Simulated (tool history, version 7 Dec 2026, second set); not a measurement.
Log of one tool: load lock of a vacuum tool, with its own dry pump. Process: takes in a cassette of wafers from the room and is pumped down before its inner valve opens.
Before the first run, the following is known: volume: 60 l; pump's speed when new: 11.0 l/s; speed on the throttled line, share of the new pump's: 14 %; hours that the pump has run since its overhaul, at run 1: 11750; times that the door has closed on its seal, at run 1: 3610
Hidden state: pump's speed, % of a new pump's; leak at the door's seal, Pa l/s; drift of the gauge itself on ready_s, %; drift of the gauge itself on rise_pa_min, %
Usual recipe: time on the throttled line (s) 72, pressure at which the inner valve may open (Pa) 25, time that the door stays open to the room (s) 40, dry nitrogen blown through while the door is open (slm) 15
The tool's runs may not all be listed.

| run | hour | time on the throttled line (s) | pressure at which the inner valve may open (Pa) | time that the door stays open to the room (s) | dry nitrogen blown through while the door is open (slm) | hours that the pump has run since its overhaul | times that the door has closed on its seal | incoming humidity of the room's air, % | time from the closed door until the inner valve may open (s) | rise of the pressure with all valves shut (Pa/min) |
|---|---|---|---|---|---|---|---|---|---|---|
| 1 | 0.0 | 72 | 25 | 40 | 15 | 11750 | 3610 | 45.0 | 109.9 | 0.060 |
| 2 | 437.8 | 72 | 25 | 40 | 15 | 12187 | 4835 | 42.7 | 110.5 | 0.065 |
| 3 | 793.7 | 72 | 25 | 40 | 15 | 12543 | 5831 | 43.2 | 110.6 | 0.072 |
| 4 | 1145.1 | 72 | 25 | 40 | 15 | 12895 | 6815 | 46.7 | 110.9 | 0.079 |
| 5 | 1673.5 | 72 | 25 | 40 | 15 | 13423 | 8294 | 41.9 | 111.2 | 0.082 |
| 6 | 2029.6 | 72 | 25 | 40 | 10 | 13779 | 9291 | 42.5 | 110.5 | 0.099 |
| 7 | 2460.0 | 72 | 25 | 40 | 10 | 14210 | 10496 | 44.3 | 111.3 | 0.108 |
| 8 | 2987.2 | 72 | 31 | 40 | 10 | 14737 | 11971 | 42.8 | 110.1 | 0.120 |
| 9 | 3287.1 | 72 | 31 | 40 | 10 | 15037 | 12811 | 44.9 | 110.6 | 0.123 |
| 10 | 3666.3 | 72 | 31 | 40 | 29 | 15416 | 13872 | 44.0 | 110.3 | 0.110 |
| 11 | 4145.8 | 72 | 31 | 40 | 29 | 15895 | 15215 | 45.4 | 110.4 | 0.128 |
| 12 | 4436.3 | 72 | 32 | 40 | 29 | 16186 | 16028 | 44.5 | 110.7 | 0.129 |
| 13 | 4802.7 | 72 | 32 | 40 | 29 | 16552 | 17053 | 42.1 | 110.7 | 0.141 |
| 14 | 5056.2 | 72 | 32 | 40 | 29 | 16806 | 17763 | 42.1 | 110.8 | 0.146 |
| 15 | 5283.8 | 72 | 32 | 40 | 29 | 17033 | 18400 | 44.4 | 110.8 | 0.154 |
| 16 | 5786.7 | 72 | 32 | 40 | 29 | 17536 | 19807 | 44.0 | 111.3 | 0.161 |
| 17 | 6171.5 | 72 | 25 | 40 | 15 | 17921 | 20884 | 48.9 | 112.5 | 0.190 |
| 18 | 6447.1 | 72 | 25 | 40 | 15 | 18197 | 21656 | 44.8 | 112.7 | 0.195 |
| 19 | 6979.9 | 72 | 25 | 40 | 15 | 18729 | 23148 | 46.1 | 112.9 | 0.208 |
| 20 | 7372.1 | 72 | 25 | 40 | 15 | 19122 | 24245 | 42.1 | 112.9 | 0.219 |
| 21 | 7853.2 | 61 | 24 | 131 | 19 | 19603 | 25592 | 49.4 | 104.3 | 0.260 |
| 22 | 8185.0 | 57 | 24 | 42 | 18 | 19934 | 26521 | 44.1 | 101.0 | 0.238 |
| 23 | 8446.3 | 72 | 25 | 98 | 30 | 20196 | 27252 | 48.9 | 113.8 | 0.270 |
| 24 | 8664.4 | 72 | 25 | 98 | 30 | 20414 | 27862 | 45.6 | 113.6 | 0.269 |
| 25 | 9129.8 | 72 | 25 | 98 | 30 | 20879 | 29165 | 44.1 | 113.8 | 0.278 |
| 26 | 9466.0 | 72 | 25 | 98 | 30 | 21216 | 30106 | 45.8 | 113.8 | 0.292 |
| 27 | 9927.0 | 81 | 47 | 40 | 15 | 21677 | 31397 | 44.4 | 117.9 | 0.305 |
| 28 | 10183.1 | 81 | 24 | 40 | 15 | 21933 | 32113 | 46.0 | 121.9 | 0.316 |
|  | 10264.8 | dry pump taken out, an overhauled one fitted |
| 29 | 10609.7 | 40 | 39 | 228 | 7 | 345 | 33291 | 46.4 | 77.3 | 0.387 |
| 30 | 10888.1 | 46 | 38 | 40 | 7 | 623 | 34070 | 43.2 | 83.2 | 0.337 |
| 31 | 11125.1 | 68 | 19 | 32 | 18 | 860 | 34734 | 44.2 | 105.4 | 0.345 |
| 32 | 11445.6 | 68 | 19 | 32 | 18 | 1181 | 35631 | 45.9 | 105.7 | 0.359 |
| 33 | 11715.1 | 68 | 19 | 32 | 18 | 1450 | 36385 | 45.3 | 105.6 | 0.367 |
| 34 | 12064.8 | 80 | 24 | 214 | 29 | 1800 | 37364 | 43.8 | 114.5 | 0.402 |
| 35 | 12595.7 | 77 | 49 | 40 | 15 | 2331 | 38850 | 44.0 | 108.7 | 0.404 |
| 36 | 13104.0 | 72 | 18 | 40 | 7 | 2839 | 40273 | 47.7 | 110.2 | 0.435 |
| 37 | 13634.8 | 72 | 25 | 40 | 20 | 3370 | 41758 | 49.5 | 108.3 | 0.447 |
| 38 | 13858.4 | 72 | 25 | 62 | 15 | 3594 | 42384 | 48.2 | 107.8 | 0.470 |

Below, each run's measurement less what the same run would have read without the hidden state. Both values contain the same run-to-run variation, but the gauge's scatter may not be the same in both:
| run | time from the closed door until the inner valve may open (s) | rise of the pressure with all valves shut (Pa/min) |
|---|---|---|
| 1 | +3.2 | +0.017 |
| 2 | +3.4 | +0.024 |
| 3 | +3.5 | +0.028 |
| 4 | +3.7 | +0.033 |
| 5 | +3.8 | +0.041 |
| 6 | +3.9 | +0.048 |
| 7 | +4.1 | +0.056 |
| 8 | +4.2 | +0.068 |
| 9 | +4.3 | +0.073 |
| 10 | +4.4 | +0.080 |
| 11 | +4.6 | +0.090 |
| 12 | +4.6 | +0.096 |
| 13 | +4.7 | +0.106 |
| 14 | +4.9 | +0.112 |
| 15 | +4.9 | +0.117 |
| 16 | +5.1 | +0.131 |
| 17 | +5.5 | +0.144 |
| 18 | +5.6 | +0.146 |
| 19 | +5.8 | +0.162 |
| 20 | +5.9 | +0.178 |
| 21 | +6.5 | +0.188 |
| 22 | +6.6 | +0.198 |
| 23 | +6.3 | +0.210 |
| 24 | +6.4 | +0.215 |
| 25 | +6.6 | +0.229 |
| 26 | +6.7 | +0.241 |
| 27 | +6.0 | +0.260 |
| 28 | +6.9 | +0.270 |
| 29 | +0.0 | +0.281 |
| 30 | +0.1 | +0.289 |
| 31 | +0.2 | +0.307 |
| 32 | +0.3 | +0.318 |
| 33 | +0.4 | +0.332 |
| 34 | +0.5 | +0.339 |
| 35 | +0.5 | +0.360 |
| 36 | +0.9 | +0.379 |
| 37 | +1.0 | +0.404 |
| 38 | +1.0 | +0.412 |
